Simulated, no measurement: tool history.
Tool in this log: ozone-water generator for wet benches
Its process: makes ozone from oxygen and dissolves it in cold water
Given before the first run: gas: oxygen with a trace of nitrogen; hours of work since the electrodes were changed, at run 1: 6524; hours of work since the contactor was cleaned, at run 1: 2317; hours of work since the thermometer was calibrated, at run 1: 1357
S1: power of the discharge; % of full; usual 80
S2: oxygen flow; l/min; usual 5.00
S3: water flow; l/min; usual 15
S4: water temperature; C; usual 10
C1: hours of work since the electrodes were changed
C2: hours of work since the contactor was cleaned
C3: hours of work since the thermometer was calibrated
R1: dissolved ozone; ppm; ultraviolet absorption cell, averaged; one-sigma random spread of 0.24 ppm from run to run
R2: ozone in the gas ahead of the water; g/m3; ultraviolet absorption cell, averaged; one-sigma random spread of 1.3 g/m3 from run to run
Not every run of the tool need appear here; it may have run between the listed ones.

run      day  S1    S2  S3  S4    C1    C2    C3    R1     R2
  1    0.000  80  5.00  15  10  6524  2317  1357  36.3  250.3
  2    7.871  80  8.52  15  10  6678  2471  1511  35.5  187.4
  3   16.554  80  3.32  15  10  6848  2641  1681  35.5  311.9
  4   22.162  80  5.00  15  10  6957  2750  1790  36.0  251.4
  5   26.262  80  5.00  15  10  7037  2830  1870  36.4  250.1
  6   30.296  80  5.00  15  10  7116  2909  1949  36.3  252.3
  7   35.521  80  5.00  15  10  7218  3011  2051  36.7  247.8
  8   43.717  80  5.00  15  10  7378  3171  2211  36.5  250.2
  9   50.200  80  5.00  15  10  7505  3298  2338  35.9  249.1
 10   55.129  80  5.00  15  10  7601  3394  2434  36.4  251.1
 11   58.992  80  5.00  15  10  7676  3470  2510  36.5  249.2
 12   66.796  80  5.00  15  10  7829  3622  2662  36.2  248.4
 13   75.375  80  5.00  15  10  7996  3790  2830  36.5  252.4
 14   81.983  80  5.00  15   5  8126  3919  2959  39.0  251.2
 15   87.354  80  5.00  15   5  8230  4024  3064  39.0  251.7
 16   93.188  80  5.00  16  10  8344  4137  3178  34.0  250.4
 17  101.479  58  5.00  15   5  8506  4299  3340  31.3  199.8
 18  109.521  58  5.00  14   5  8663  4457  3497  32.7  200.3
 19  118.346  80  5.00  10   6  8836  4629  3669  52.1  249.8
 20  122.583  80  3.16  15   6  8918  4712  3752  36.7  320.1
 21  129.000  80  3.16  16   6  9044  4837  3877  34.6  317.5
 22  134.762  75  8.29  13   7  9156  4950  3990  39.6  182.0
     139.008  -- contactor cleaned
 23  141.117  42  8.29  15   7  9277    41  4110  23.2  119.3
 24  149.133  94  4.27  15  11  9434   198  4267  40.5  305.9

Run 25 is up next; what results do you expect?
 25  155.617  80  5.00  16  10  9560  324  4394   ?   ?

R1: 34.3 ppm
R2: 250.5 g/m3
Take away the tool's hidden state, keep the run-to-run variation as it was, and the same run would have given R1 34.4 ppm, R2 251.1 g/m3.
